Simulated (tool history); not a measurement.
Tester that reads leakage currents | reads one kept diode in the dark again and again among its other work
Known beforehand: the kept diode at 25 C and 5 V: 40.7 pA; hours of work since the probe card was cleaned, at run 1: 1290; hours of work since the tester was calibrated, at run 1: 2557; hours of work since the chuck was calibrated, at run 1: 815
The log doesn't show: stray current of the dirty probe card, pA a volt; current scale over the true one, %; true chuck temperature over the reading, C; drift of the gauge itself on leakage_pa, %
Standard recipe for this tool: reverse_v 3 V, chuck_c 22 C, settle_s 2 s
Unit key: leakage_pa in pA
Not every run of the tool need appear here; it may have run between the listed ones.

run	hour	reverse_v	chuck_c	settle_s	hours of work since the probe card was cleaned	hours of work since the tester was calibrated	hours of work since the chuck was calibrated	leakage_pa
1	0	3	22	2	1290	2557	815	32.57
2	71.1	3	22	2	1345	2611	870	32.9
# hour 123.6: chuck's temperature calibrated
3	169.4	3	22	2	1419	2685	35	29.51
4	297.3	5.39	22	2	1517	2783	133	41.96
5	380.5	5.39	22	2	1581	2847	197	42.57
# hour 460.8: probe card cleaned and baked
6	463.7	3	43	2	2	2908	259	155.92
7	547	3	43	2	66	2972	322	156.56
8	670.5	3	43	2	161	3067	417	158.39
9	735.7	3	22	2	211	3117	467	27.45
10	855.8	3	22	0.58	303	3209	559	28.5
11	962.9	3	22	0.58	385	3291	641	29.19
12	1032	3	22	0.58	438	3344	694	29.41
13	1113.8	3	22	0.58	501	3407	757	30.18
14	1201.9	3	22	2	568	3474	824	30.23
15	1305.3	3	22	2	648	3554	904	30.71
# hour 1314.2: chuck's temperature calibrated
16	1380.3	3	22	4.37	703	3610	51	26.78
17	1469.3	3	22	4.37	772	3678	119	27.01
18	1584.4	3	40	4.37	860	3766	207	121.59
19	1642	3	40	4.37	904	3810	251	122.23
# hour 1673.1: tester calibrated
20	1749.8	3	29	2	985	59	332	50.41
21	1829.6	5.08	22	8.31	1046	120	394	37.87
22	1916.1	1.46	41	2.02	1113	186	460	97.26
23	1981.6	1.46	27	3.66	1163	237	510	31.37
24	2064	1.46	27	3.66	1226	300	573	31.69
25	2157.5	1.46	27	3.66	1298	371	645	31.86
26	2231	1.46	27	3.66	1354	428	701	32.46
# hour 2290.7: tester calibrated, once more
27	2312	11.5	27	6.1	1415	16	762	98.08
28	2364.1	1.92	27	6.83	1455	56	802	39.2
29	2491.5	1.92	27	6.83	1552	154	900	40.14
# hour 2508.8: chuck's temperature calibrated
30	2585.1	10.15	20	2	1623	224	59	54.1

Run 31 is up next; what results do you expect?
# hour 2611.2: probe card cleaned and baked
31	2671.5	10.15	20	1.38	46	288	122	?

leakage_pa: 37.67 pA
Take away the tool's hidden state, keep the run-to-run variation as it was, and the same run would have given leakage_pa 36.38 pA.

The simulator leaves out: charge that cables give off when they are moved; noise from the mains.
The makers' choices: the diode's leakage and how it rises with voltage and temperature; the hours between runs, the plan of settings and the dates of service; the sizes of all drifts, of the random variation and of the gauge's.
